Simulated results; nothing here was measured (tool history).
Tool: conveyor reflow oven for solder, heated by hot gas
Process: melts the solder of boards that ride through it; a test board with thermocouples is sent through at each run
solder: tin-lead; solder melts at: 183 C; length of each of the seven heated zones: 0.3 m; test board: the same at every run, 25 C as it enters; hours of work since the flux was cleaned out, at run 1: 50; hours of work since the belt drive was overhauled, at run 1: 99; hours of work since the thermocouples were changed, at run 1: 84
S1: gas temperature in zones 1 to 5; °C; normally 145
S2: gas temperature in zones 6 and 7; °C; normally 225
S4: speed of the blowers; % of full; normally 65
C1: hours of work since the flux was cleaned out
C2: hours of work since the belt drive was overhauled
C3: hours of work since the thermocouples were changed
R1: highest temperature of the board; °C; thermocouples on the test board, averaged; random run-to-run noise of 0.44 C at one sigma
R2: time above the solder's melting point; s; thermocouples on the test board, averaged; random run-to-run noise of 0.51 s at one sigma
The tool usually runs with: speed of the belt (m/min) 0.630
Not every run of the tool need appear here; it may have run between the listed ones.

{"run": 1, "day": 0.0, "S1": 145, "S2": 225, "speed of the belt (m/min)": 0.63, "S4": 65, "C1": 50, "C2": 99, "C3": 84, "R1": 205.4, "R2": 35.1}
{"run": 2, "day": 0.242, "S1": 145, "S2": 225, "speed of the belt (m/min)": 0.63, "S4": 65, "C1": 52, "C2": 102, "C3": 87, "R1": 205.5, "R2": 34.6}
{"run": 3, "day": 0.667, "S1": 145, "S2": 225, "speed of the belt (m/min)": 0.63, "S4": 65, "C1": 57, "C2": 107, "C3": 92, "R1": 205.5, "R2": 34.4}
{"run": 4, "day": 0.975, "S1": 145, "S2": 225, "speed of the belt (m/min)": 0.63, "S4": 65, "C1": 61, "C2": 110, "C3": 95, "R1": 204.6, "R2": 34.5}
{"run": 5, "day": 1.379, "S1": 145, "S2": 225, "speed of the belt (m/min)": 0.63, "S4": 65, "C1": 65, "C2": 115, "C3": 100, "R1": 205.5, "R2": 35.4}
{"run": 6, "day": 1.742, "S1": 145, "S2": 225, "speed of the belt (m/min)": 0.63, "S4": 65, "C1": 69, "C2": 119, "C3": 104, "R1": 204.5, "R2": 35.3}
{"run": 7, "day": 2.092, "S1": 145, "S2": 225, "speed of the belt (m/min)": 0.63, "S4": 65, "C1": 73, "C2": 123, "C3": 108, "R1": 204.8, "R2": 34.6}
{"run": 8, "day": 2.475, "S1": 145, "S2": 236, "speed of the belt (m/min)": 0.63, "S4": 65, "C1": 78, "C2": 127, "C3": 112, "R1": 213.3, "R2": 40.9}
{"run": 9, "day": 2.867, "S1": 145, "S2": 236, "speed of the belt (m/min)": 0.63, "S4": 65, "C1": 82, "C2": 132, "C3": 116, "R1": 213.6, "R2": 40.0}
{"run": 10, "day": 3.158, "S1": 145, "S2": 225, "speed of the belt (m/min)": 0.63, "S4": 65, "C1": 85, "C2": 135, "C3": 120, "R1": 204.9, "R2": 35.3}
{"day": 3.392, "done": "flux residue cleaned out of gas plates and filters"}
{"run": 11, "day": 3.667, "S1": 145, "S2": 225, "speed of the belt (m/min)": 0.63, "S4": 65, "C1": 3, "C2": 138, "C3": 123, "R1": 205.1, "R2": 35.1}
{"run": 12, "day": 3.942, "S1": 145, "S2": 225, "speed of the belt (m/min)": 0.63, "S4": 65, "C1": 6, "C2": 142, "C3": 126, "R1": 204.6, "R2": 35.1}
{"run": 13, "day": 4.279, "S1": 145, "S2": 225, "speed of the belt (m/min)": 0.63, "S4": 65, "C1": 10, "C2": 145, "C3": 130, "R1": 204.4, "R2": 33.4}
{"run": 14, "day": 4.504, "S1": 145, "S2": 230, "speed of the belt (m/min)": 0.542, "S4": 65, "C1": 13, "C2": 148, "C3": 133, "R1": 213.2, "R2": 48.4}
{"run": 15, "day": 4.833, "S1": 153, "S2": 229, "speed of the belt (m/min)": 0.518, "S4": 65, "C1": 16, "C2": 152, "C3": 136, "R1": 215.0, "R2": 55.7}
{"run": 16, "day": 5.188, "S1": 153, "S2": 229, "speed of the belt (m/min)": 0.518, "S4": 65, "C1": 20, "C2": 156, "C3": 140, "R1": 215.2, "R2": 55.3}
{"day": 5.708, "done": "flux residue cleaned out of gas plates and filters, once more"}
{"run": 17, "day": 5.821, "S1": 146, "S2": 229, "speed of the belt (m/min)": 0.518, "S4": 50, "C1": 1, "C2": 160, "C3": 145, "R1": 211.3, "R2": 50.0}
{"run": 18, "day": 6.004, "S1": 148, "S2": 221, "speed of the belt (m/min)": 0.537, "S4": 65, "C1": 3, "C2": 162, "C3": 147, "R1": 207.0, "R2": 46.2}
{"run": 19, "day": 6.267, "S1": 159, "S2": 221, "speed of the belt (m/min)": 0.533, "S4": 62, "C1": 6, "C2": 165, "C3": 150, "R1": 209.1, "R2": 52.2}
{"run": 20, "day": 6.508, "S1": 159, "S2": 221, "speed of the belt (m/min)": 0.533, "S4": 62, "C1": 9, "C2": 168, "C3": 153, "R1": 209.3, "R2": 52.3}
{"run": 21, "day": 6.958, "S1": 159, "S2": 225, "speed of the belt (m/min)": 0.529, "S4": 65, "C1": 14, "C2": 173, "C3": 158, "R1": 211.9, "R2": 56.0}
{"run": 22, "day": 7.35, "S1": 159, "S2": 225, "speed of the belt (m/min)": 0.529, "S4": 65, "C1": 18, "C2": 178, "C3": 162, "R1": 212.7, "R2": 55.5}
{"run": 23, "day": 7.6, "S1": 159, "S2": 229, "speed of the belt (m/min)": 0.529, "S4": 65, "C1": 21, "C2": 180, "C3": 165, "R1": 216.3, "R2": 58.5}
{"run": 24, "day": 7.929, "S1": 159, "S2": 229, "speed of the belt (m/min)": 0.529, "S4": 65, "C1": 25, "C2": 184, "C3": 169, "R1": 217.1, "R2": 60.2}
{"run": 25, "day": 8.138, "S1": 159, "S2": 229, "speed of the belt (m/min)": 0.529, "S4": 65, "C1": 27, "C2": 186, "C3": 171, "R1": 216.0, "R2": 58.6}
{"run": 26, "day": 8.471, "S1": 145, "S2": 225, "speed of the belt (m/min)": 0.569, "S4": 65, "C1": 31, "C2": 190, "C3": 175, "R1": 209.1, "R2": 42.6}

Branching from run 26: 5 alternative next runs. What would each branch give?
{"run": "A", "day": 8.85, "S1": 151, "S2": 225, "speed of the belt (m/min)": 0.548, "S4": 51, "C1": 35, "C2": 195, "C3": 179, "R1": "?", "R2": "?"}
{"run": "B", "day": 8.85, "S1": 141, "S2": 225, "speed of the belt (m/min)": 0.704, "S4": 65, "C1": 35, "C2": 195, "C3": 179, "R1": "?", "R2": "?"}
{"run": "C", "day": 8.85, "S1": 145, "S2": 214, "speed of the belt (m/min)": 0.652, "S4": 71, "C1": 35, "C2": 195, "C3": 179, "R1": "?", "R2": "?"}
{"run": "D", "day": 8.85, "S1": 136, "S2": 227, "speed of the belt (m/min)": 0.519, "S4": 65, "C1": 35, "C2": 195, "C3": 179, "R1": "?", "R2": "?"}
{"run": "E", "day": 8.85, "S1": 151, "S2": 225, "speed of the belt (m/min)": 0.527, "S4": 64, "C1": 35, "C2": 195, "C3": 179, "R1": "?", "R2": "?"}

run=A R1=206.5 R2=45.1
run=B R1=199.9 R2=25.6
run=C R1=198.0 R2=24.9
run=D R1=211.4 R2=46.9
run=E R1=211.0 R2=51.3
The same runs, with their run-to-run variation unchanged, on a tool lacking any hidden condition would have given:
run=A R1=206.7 R2=45.2
run=B R1=200.1 R2=25.7
run=C R1=198.2 R2=25.2
run=D R1=211.6 R2=46.9
run=E R1=211.2 R2=51.4

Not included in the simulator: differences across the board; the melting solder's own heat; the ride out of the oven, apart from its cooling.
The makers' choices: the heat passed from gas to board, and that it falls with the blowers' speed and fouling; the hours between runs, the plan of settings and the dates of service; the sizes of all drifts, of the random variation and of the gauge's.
